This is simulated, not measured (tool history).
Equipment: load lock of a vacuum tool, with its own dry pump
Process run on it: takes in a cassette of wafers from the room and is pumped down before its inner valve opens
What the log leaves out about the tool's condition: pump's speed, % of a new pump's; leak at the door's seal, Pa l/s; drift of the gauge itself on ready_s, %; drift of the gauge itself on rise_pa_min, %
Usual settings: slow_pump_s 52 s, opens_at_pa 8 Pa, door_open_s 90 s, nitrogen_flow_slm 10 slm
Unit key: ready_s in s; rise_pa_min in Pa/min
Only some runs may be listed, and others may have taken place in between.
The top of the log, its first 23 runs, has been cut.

| run | day | slow_pump_s | opens_at_pa | door_open_s | nitrogen_flow_slm | hours that the pump has run since its overhaul | times that the door has closed on its seal | incoming humidity of the room's air, % | ready_s | rise_pa_min |
|---|---|---|---|---|---|---|---|---|---|---|
| 24 | 345.688 | 27 | 6 | 90 | 10 | 8173 | 43619 | 43.7 | 108.5 | 0.399 |
| 25 | 361.275 | 27 | 6 | 90 | 10 | 8547 | 45251 | 44.3 | 110.6 | 0.413 |
| 26 | 375.621 | 27 | 6 | 90 | 10 | 8891 | 46753 | 42.7 | 111.5 | 0.429 |
| 27 | 385.658 | 52 | 11 | 98 | 31 | 9132 | 47804 | 44.7 | 123.2 | 0.423 |
| 28 | 403.250 | 52 | 11 | 98 | 31 | 9554 | 49647 | 46.9 | 124.2 | 0.445 |
| 29 | 416.079 | 54 | 13 | 33 | 31 | 9862 | 50991 | 44.1 | 125.1 | 0.442 |
|  | 419.946 | dry pump taken out, an overhauled one fitted |
| 30 | 427.896 | 32 | 13 | 71 | 31 | 191 | 52202 | 47.5 | 99.3 | 0.476 |
| 31 | 448.004 | 52 | 8 | 204 | 10 | 673 | 54308 | 47.6 | 120.6 | 0.569 |
| 32 | 456.946 | 64 | 8 | 105 | 11 | 888 | 55244 | 46.8 | 128.8 | 0.555 |
| 33 | 472.329 | 82 | 8 | 53 | 14 | 1257 | 56855 | 44.4 | 144.8 | 0.540 |
| 34 | 485.183 | 42 | 8 | 90 | 10 | 1566 | 58201 | 46.0 | 111.9 | 0.589 |
| 35 | 493.975 | 52 | 8 | 64 | 10 | 1777 | 59122 | 45.6 | 120.6 | 0.596 |
| 36 | 504.158 | 51 | 12 | 64 | 10 | 2021 | 60188 | 42.2 | 117.0 | 0.607 |
| 37 | 515.446 | 51 | 12 | 64 | 10 | 2292 | 61370 | 43.4 | 116.1 | 0.623 |
| 38 | 535.375 | 52 | 9 | 90 | 10 | 2770 | 63457 | 44.2 | 119.9 | 0.666 |

Consider 3 possible next runs. They are alternatives, not a sequence: every one starts from the tool as it was left by run 38. What does each give?
| A | 548.796 | 52 | 9 | 236 | 10 | 3092 | 64863 | 43.8 | ? | ? |
| B | 548.796 | 52 | 9 | 104 | 10 | 3092 | 64863 | 45.7 | ? | ? |
| C | 548.796 | 52 | 9 | 101 | 10 | 3092 | 64863 | 44.4 | ? | ? |

| run | ready_s | rise_pa_min |
|---|---|---|
| A | 119.6 | 0.732 |
| B | 121.8 | 0.701 |
| C | 120.5 | 0.688 |
Stripped of hidden state, with their random variation kept, the same runs would have yielded:
| run | ready_s | rise_pa_min |
|---|---|---|
| A | 116.7 | 0.093 |
| B | 118.9 | 0.053 |
| C | 117.6 | 0.051 |
